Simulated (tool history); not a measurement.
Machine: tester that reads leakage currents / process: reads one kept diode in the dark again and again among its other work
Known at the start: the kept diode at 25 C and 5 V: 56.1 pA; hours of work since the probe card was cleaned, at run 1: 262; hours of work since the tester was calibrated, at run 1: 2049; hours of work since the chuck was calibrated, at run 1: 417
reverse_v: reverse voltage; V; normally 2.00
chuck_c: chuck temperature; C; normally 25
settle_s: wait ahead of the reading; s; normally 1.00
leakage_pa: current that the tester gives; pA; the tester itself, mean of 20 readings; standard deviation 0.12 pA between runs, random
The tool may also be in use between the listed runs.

| run | hour | reverse_v | chuck_c | settle_s | hours of work since the probe card was cleaned | hours of work since the tester was calibrated | hours of work since the chuck was calibrated | leakage_pa |
|---|---|---|---|---|---|---|---|---|
| 1 | 0.0 | 2.00 | 25 | 1.00 | 262 | 2049 | 417 | 37.23 |
| 2 | 112.4 | 2.00 | 24 | 1.00 | 331 | 2117 | 485 | 33.94 |
| 3 | 228.3 | 2.00 | 24 | 1.00 | 401 | 2187 | 556 | 33.54 |
|  | 389.9 | tester calibrated |
| 4 | 427.3 | 2.00 | 24 | 1.00 | 521 | 23 | 675 | 32.62 |
| 5 | 514.1 | 2.00 | 56 | 1.00 | 573 | 75 | 728 | 443.33 |
| 6 | 655.5 | 2.00 | 56 | 1.00 | 659 | 161 | 814 | 440.10 |
| 7 | 828.2 | 3.85 | 25 | 1.00 | 764 | 266 | 919 | 47.67 |
| 8 | 1024.0 | 3.85 | 32 | 1.00 | 883 | 385 | 1038 | 85.38 |
| 9 | 1171.4 | 3.85 | 32 | 1.00 | 972 | 475 | 1127 | 85.18 |
|  | 1222.4 | chuck's temperature calibrated |
| 10 | 1341.6 | 3.85 | 32 | 1.00 | 1075 | 577 | 72 | 93.80 |
| 11 | 1492.6 | 3.85 | 32 | 1.00 | 1166 | 668 | 164 | 93.09 |
| 12 | 1628.0 | 3.85 | 32 | 1.00 | 1248 | 751 | 246 | 92.83 |
|  | 1642.0 | probe card cleaned and baked |
| 13 | 1788.8 | 2.00 | 25 | 1.00 | 89 | 846 | 342 | 38.18 |
| 14 | 1948.0 | 2.00 | 42 | 1.00 | 186 | 943 | 439 | 153.58 |
| 15 | 2108.7 | 2.00 | 25 | 1.29 | 283 | 1041 | 536 | 37.35 |
| 16 | 2305.8 | 2.00 | 25 | 1.00 | 403 | 1160 | 656 | 36.74 |
| 17 | 2419.6 | 2.00 | 25 | 1.00 | 472 | 1229 | 725 | 36.53 |
| 18 | 2530.4 | 2.00 | 25 | 1.00 | 539 | 1297 | 792 | 36.78 |
| 19 | 2695.1 | 15.75 | 25 | 1.00 | 639 | 1397 | 892 | 108.53 |
|  | 2761.0 | probe card cleaned and baked, once more |
| 20 | 2829.7 | 15.75 | 25 | 1.36 | 42 | 1477 | 972 | 85.23 |
| 21 | 2964.7 | 4.50 | 43 | 5.56 | 124 | 1559 | 1054 | 221.89 |
| 22 | 3056.4 | 2.00 | 45 | 6.75 | 179 | 1614 | 1110 | 179.26 |
|  | 3134.4 | chuck's temperature calibrated |
| 23 | 3244.1 | 2.00 | 30 | 0.42 | 292 | 1727 | 67 | 59.68 |
| 24 | 3355.9 | 2.00 | 30 | 6.32 | 360 | 1795 | 134 | 58.52 |
| 25 | 3472.6 | 14.47 | 31 | 0.63 | 431 | 1866 | 205 | 158.67 |
| 26 | 3561.5 | 14.47 | 31 | 0.63 | 485 | 1920 | 259 | 158.75 |
| 27 | 3655.7 | 2.17 | 31 | 6.22 | 542 | 1977 | 317 | 65.53 |
| 28 | 3737.2 | 17.70 | 22 | 7.96 | 592 | 2026 | 366 | 79.85 |
| 29 | 3879.1 | 17.70 | 22 | 7.96 | 678 | 2113 | 452 | 80.24 |
| 30 | 4053.7 | 17.70 | 42 | 9.26 | 784 | 2219 | 558 | 417.64 |
|  | 4157.6 | tester calibrated |
| 31 | 4192.5 | 8.68 | 39 | 6.27 | 867 | 21 | 641 | 228.02 |
| 32 | 4383.2 | 8.68 | 24 | 6.27 | 983 | 137 | 757 | 65.21 |
| 33 | 4574.5 | 2.00 | 23 | 1.00 | 1099 | 253 | 873 | 29.39 |
| 34 | 4676.7 | 6.03 | 25 | 0.48 | 1161 | 315 | 935 | 59.62 |
| 35 | 4795.2 | 4.01 | 47 | 0.48 | 1233 | 387 | 1007 | 297.92 |
| 36 | 4937.9 | 2.00 | 50 | 1.94 | 1319 | 474 | 1094 | 268.73 |
|  | 5046.8 | chuck's temperature calibrated |
| 37 | 5046.8 | 2.00 | 43 | 4.78 | 1384 | 539 | 0 | 175.33 |
| 38 | 5176.5 | 2.00 | 38 | 1.00 | 1463 | 618 | 79 | 117.15 |
| 39 | 5322.7 | 11.95 | 33 | 9.66 | 1552 | 706 | 168 | 177.78 |

Consider 4 possible next runs. They are alternatives, not a sequence: every one starts from the tool as it was left by run 39. What does each give?
| A | 5434.5 | 11.95 | 33 | 2.89 | 1620 | 774 | 235 | ? |
| B | 5434.5 | 15.35 | 45 | 5.41 | 1620 | 774 | 235 | ? |
| C | 5434.5 | 2.85 | 33 | 8.00 | 1620 | 774 | 235 | ? |
| D | 5434.5 | 11.95 | 33 | 8.88 | 1620 | 774 | 235 | ? |

| run | leakage_pa |
|---|---|
| A | 177.00 |
| B | 515.30 |
| C | 89.62 |
| D | 176.06 |
Had the tool no hidden state, the same runs would have come out as:
| run | leakage_pa |
|---|---|
| A | 168.47 |
| B | 506.66 |
| C | 88.10 |
| D | 167.56 |

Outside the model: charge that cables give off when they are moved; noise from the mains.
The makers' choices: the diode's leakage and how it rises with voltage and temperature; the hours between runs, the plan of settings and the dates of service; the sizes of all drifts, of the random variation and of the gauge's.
